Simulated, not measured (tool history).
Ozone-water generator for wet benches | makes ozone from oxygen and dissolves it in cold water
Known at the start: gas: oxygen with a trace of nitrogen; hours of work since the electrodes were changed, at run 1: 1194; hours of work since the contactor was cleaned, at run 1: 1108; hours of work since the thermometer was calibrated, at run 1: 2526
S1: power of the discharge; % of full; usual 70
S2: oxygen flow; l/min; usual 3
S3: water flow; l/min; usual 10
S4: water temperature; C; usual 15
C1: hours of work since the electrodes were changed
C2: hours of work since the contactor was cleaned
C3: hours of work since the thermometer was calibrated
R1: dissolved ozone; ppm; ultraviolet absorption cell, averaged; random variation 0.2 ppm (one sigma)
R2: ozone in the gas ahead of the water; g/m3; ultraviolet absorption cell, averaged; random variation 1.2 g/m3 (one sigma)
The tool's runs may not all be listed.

| run | hour | S1 | S2 | S3 | S4 | C1 | C2 | C3 | R1 | R2 |
|---|---|---|---|---|---|---|---|---|---|---|
| 1 | 0 | 70 | 3 | 10 | 15 | 1194 | 1108 | 2526 | 27.3 | 224.5 |
| 2 | 62.5 | 70 | 3 | 10 | 15 | 1234 | 1149 | 2566 | 27.8 | 221.8 |
| 3 | 134.5 | 70 | 3 | 10 | 19 | 1281 | 1196 | 2613 | 26 | 220.8 |
| 4 | 181.6 | 70 | 3 | 10 | 19 | 1311 | 1226 | 2643 | 25.8 | 220.7 |
| 5 | 236.2 | 70 | 3 | 10 | 15 | 1347 | 1261 | 2679 | 27.4 | 221.8 |
| 6 | 304.5 | 70 | 3 | 10 | 15 | 1391 | 1306 | 2723 | 27.4 | 223.9 |
| 7 | 347.1 | 70 | 4 | 10 | 15 | 1419 | 1333 | 2751 | 27.1 | 190.6 |
| 8 | 387.1 | 70 | 3 | 10 | 15 | 1445 | 1359 | 2777 | 27.4 | 217 |
| 9 | 459.7 | 57 | 3 | 10 | 15 | 1492 | 1406 | 2824 | 23.4 | 191.7 |
| 10 | 529.7 | 57 | 3 | 10 | 15 | 1537 | 1452 | 2869 | 23.6 | 193.3 |
|  | 543.2 | water thermometer calibrated |
| 11 | 610.7 | 70 | 3 | 10 | 15 | 1589 | 1504 | 44 | 27.6 | 220.4 |
| 12 | 656.9 | 70 | 3 | 10 | 15 | 1619 | 1534 | 74 | 27.1 | 220.4 |
| 13 | 732 | 70 | 3 | 10 | 15 | 1668 | 1583 | 122 | 27 | 220.7 |
| 14 | 804.9 | 70 | 3 | 10 | 15 | 1715 | 1630 | 170 | 27.2 | 220.4 |
| 15 | 883.5 | 69 | 3 | 10 | 15 | 1766 | 1681 | 221 | 26.9 | 218.5 |
| 16 | 935.2 | 69 | 3 | 10 | 15 | 1800 | 1714 | 254 | 26.6 | 218.7 |
| 17 | 1004.2 | 69 | 3 | 10 | 15 | 1844 | 1759 | 299 | 27.1 | 217.8 |
| 18 | 1062.9 | 70 | 2.81 | 10 | 16 | 1882 | 1797 | 337 | 26.6 | 225.4 |
| 19 | 1132.9 | 63 | 2.41 | 10 | 9 | 1928 | 1842 | 382 | 26.8 | 228.6 |
| 20 | 1193.2 | 76 | 2.34 | 7 | 18 | 1967 | 1882 | 421 | 36.3 | 263.9 |

The next listed run, before its measurement:
| 21 | 1237.1 | 76 | 2.41 | 7 | 18 | 1995 | 1910 | 450 | ? | ? |

{"run 21": {"R1": 36.5, "R2": 261.5}}
Without the tool's hidden state the same run would have given R1 38.3 ppm, R2 270.2 g/m3.
